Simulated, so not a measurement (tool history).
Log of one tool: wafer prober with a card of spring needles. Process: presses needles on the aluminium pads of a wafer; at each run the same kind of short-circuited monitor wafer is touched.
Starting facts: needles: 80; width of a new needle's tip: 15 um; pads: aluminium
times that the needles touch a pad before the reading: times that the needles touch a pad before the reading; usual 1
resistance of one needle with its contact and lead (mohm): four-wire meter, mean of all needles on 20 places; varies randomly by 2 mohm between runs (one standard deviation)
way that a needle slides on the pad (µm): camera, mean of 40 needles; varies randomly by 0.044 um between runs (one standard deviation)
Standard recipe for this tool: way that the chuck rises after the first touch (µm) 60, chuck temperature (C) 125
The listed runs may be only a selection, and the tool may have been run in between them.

run   hour  way that the chuck rises after the first touch (µm)  chuck temperature (C)  times that the needles touch a pad before the reading  resistance of one needle with its contact and lead (mohm)  way that a needle slides on the pad (µm)
  1    0.0                                                   60                    125                                                      1                                                        228                                     16.27
       6.2  -- tips cleaned on abrasive film
      16.5  -- tips cleaned on abrasive film
  2   19.1                                                   66                    125                                                      1                                                        226                                     17.84
      25.2  -- tips cleaned on abrasive film
      35.4  -- tips cleaned on abrasive film
  3   39.8                                                   60                    125                                                      1                                                        239                                     16.15
      43.9  -- tips cleaned on abrasive film
      52.2  -- tips cleaned on abrasive film
      62.2  -- tips cleaned on abrasive film
  4   62.2                                                   60                     78                                                      1                                                        204                                     16.19
      70.4  -- tips cleaned on abrasive film
      80.5  -- tips cleaned on abrasive film
      90.7  -- tips cleaned on abrasive film
     100.9  -- tips cleaned on abrasive film
  5  101.6                                                   60                     78                                                      1                                                        215                                     16.13
     109.9  -- tips cleaned on abrasive film
     118.1  -- tips cleaned on abrasive film
     128.2  -- tips cleaned on abrasive film
     136.5  -- tips cleaned on abrasive film
  6  136.7                                                   60                     78                                                      1                                                        206                                     16.03
     144.9  -- tips cleaned on abrasive film
     155.2  -- tips cleaned on abrasive film
     165.3  -- tips cleaned on abrasive film
     167.7  -- height of the first contact set anew
     175.8  -- tips cleaned on abrasive film
  7  181.1                                                   60                     78                                                      1                                                        237                                     16.39
     185.2  -- tips cleaned on abrasive film
     195.4  -- tips cleaned on abrasive film
     205.6  -- tips cleaned on abrasive film
     214.8  -- tips cleaned on abrasive film
  8  214.8                                                   60                     78                                                      1                                                        204                                     16.29
     225.1  -- tips cleaned on abrasive film
     235.3  -- tips cleaned on abrasive film
     245.4  -- tips cleaned on abrasive film
  9  250.5                                                   60                    125                                                      1                                                        243                                     16.19
     254.7  -- tips cleaned on abrasive film
     263.0  -- tips cleaned on abrasive film
     272.8  -- tips cleaned on abrasive film
     281.2  -- tips cleaned on abrasive film
 10  281.2                                                   60                    125                                                      1                                                        215                                     16.13
     291.2  -- tips cleaned on abrasive film
     301.5  -- tips cleaned on abrasive film
 11  309.2                                                   60                    125                                                      1                                                        256                                     16.00
     311.3  -- tips cleaned on abrasive film
     321.5  -- tips cleaned on abrasive film
     331.5  -- tips cleaned on abrasive film
     341.7  -- tips cleaned on abrasive film
 12  347.8                                                   60                    125                                                      1                                                        245                                     15.98
     352.0  -- tips cleaned on abrasive film
     360.2  -- tips cleaned on abrasive film
     370.4  -- tips cleaned on abrasive film
 13  375.0                                                   60                    125                                                      1                                                        242                                     15.96
     379.1  -- tips cleaned on abrasive film
     389.4  -- tips cleaned on abrasive film
     393.6  -- height of the first contact set anew
     399.8  -- tips cleaned on abrasive film
 14  406.0                                                   68                    125                                                      1                                                        241                                     18.65
     408.2  -- tips cleaned on abrasive film
     416.4  -- tips cleaned on abrasive film
     426.1  -- tips cleaned on abrasive film
 15  426.1                                                   60                    125                                                      2                                                        211                                     16.31
     434.4  -- tips cleaned on abrasive film
     444.7  -- tips cleaned on abrasive film
 16  450.3                                                   60                     78                                                      1                                                        238                                     16.27
     454.5  -- tips cleaned on abrasive film
     464.8  -- tips cleaned on abrasive film
     473.0  -- tips cleaned on abrasive film
     483.2  -- tips cleaned on abrasive film
     493.5  -- tips cleaned on abrasive film
 17  495.7                                                   77                    125                                                      1                                                        220                                     20.88
     501.9  -- tips cleaned on abrasive film
     512.0  -- tips cleaned on abrasive film
 18  514.0                                                   77                    125                                                      1                                                        225                                     20.77
     521.9  -- tips cleaned on abrasive film
     530.2  -- tips cleaned on abrasive film
     540.2  -- tips cleaned on abrasive film
     550.2  -- tips cleaned on abrasive film
 19  552.6                                                   60                     28                                                      1                                                        216                                     16.08
     558.8  -- tips cleaned on abrasive film
     567.0  -- tips cleaned on abrasive film
     577.3  -- tips cleaned on abrasive film
     585.6  -- tips cleaned on abrasive film
 20  585.9                                                   79                    125                                                      1                                                        214                                     21.17
     594.2  -- tips cleaned on abrasive film
     604.4  -- tips cleaned on abrasive film
 21  611.2                                                   56                    103                                                      2                                                        241                                     14.86
     613.3  -- tips cleaned on abrasive film
     619.7  -- height of the first contact set anew
     623.9  -- tips cleaned on abrasive film
     632.1  -- tips cleaned on abrasive film
     642.4  -- tips cleaned on abrasive film
     652.7  -- tips cleaned on abrasive film
 22  654.1                                                   56                    103                                                      2                                                        216                                     15.21
     662.4  -- tips cleaned on abrasive film
     672.7  -- tips cleaned on abrasive film
     682.9  -- tips cleaned on abrasive film
 23  687.5                                                   60                     37                                                      1                                                        229                                     16.33
     691.7  -- tips cleaned on abrasive film
     700.0  -- tips cleaned on abrasive film
     710.2  -- tips cleaned on abrasive film
     720.5  -- tips cleaned on abrasive film
 24  720.5                                                   60                     37                                                      1                                                        198                                     16.20
     728.7  -- tips cleaned on abrasive film
     739.0  -- tips cleaned on abrasive film
     747.2  -- tips cleaned on abrasive film
     757.5  -- tips cleaned on abrasive film
 25  762.0                                                   50                     25                                                      1                                                        239                                     13.37
     766.0  -- tips cleaned on abrasive film
     776.3  -- tips cleaned on abrasive film
     784.5  -- tips cleaned on abrasive film
 26  791.0                                                   50                     25                                                      1                                                        248                                     13.33
     793.1  -- tips cleaned on abrasive film
     803.2  -- tips cleaned on abrasive film
     813.5  -- tips cleaned on abrasive film
 27  813.6                                                   60                     35                                                      1                                                        202                                     15.94

Measured minus without-hidden-state, run by run (identical run-to-run variation in each term; gauge scatter may differ):
Hidden state present: debris on the tips, nm; way that the needles fall short of the set height, um; tips' diameter, um; drift of the gauge itself on contact_mohm, %; drift of the gauge itself on scrub_um, %.
run  resistance of one needle with its contact and lead (mohm)  way that a needle slides on the pad (µm)
  1                                                        +17                                     -0.12
  2                                                        +19                                     -0.16
  3                                                        +28                                     -0.20
  4                                                         +5                                     -0.27
  5                                                        +12                                     -0.36
  6                                                         +5                                     -0.45
  7                                                        +36                                     -0.02
  8                                                         +3                                     -0.10
  9                                                        +31                                     -0.17
 10                                                         +3                                     -0.24
 11                                                        +44                                     -0.29
 12                                                        +36                                     -0.36
 13                                                        +32                                     -0.43
 14                                                        +30                                     -0.02
 15                                                         +2                                     -0.08
 16                                                        +38                                     -0.11
 17                                                        +13                                     -0.21
 18                                                        +14                                     -0.25
 19                                                        +26                                     -0.33
 20                                                         +5                                     -0.41
 21                                                        +31                                     -0.45
 22                                                        +12                                     -0.07
 23                                                        +38                                     -0.13
 24                                                         +5                                     -0.20
 25                                                        +52                                     -0.30
 26                                                        +59                                     -0.35
 27                                                         +8                                     -0.41
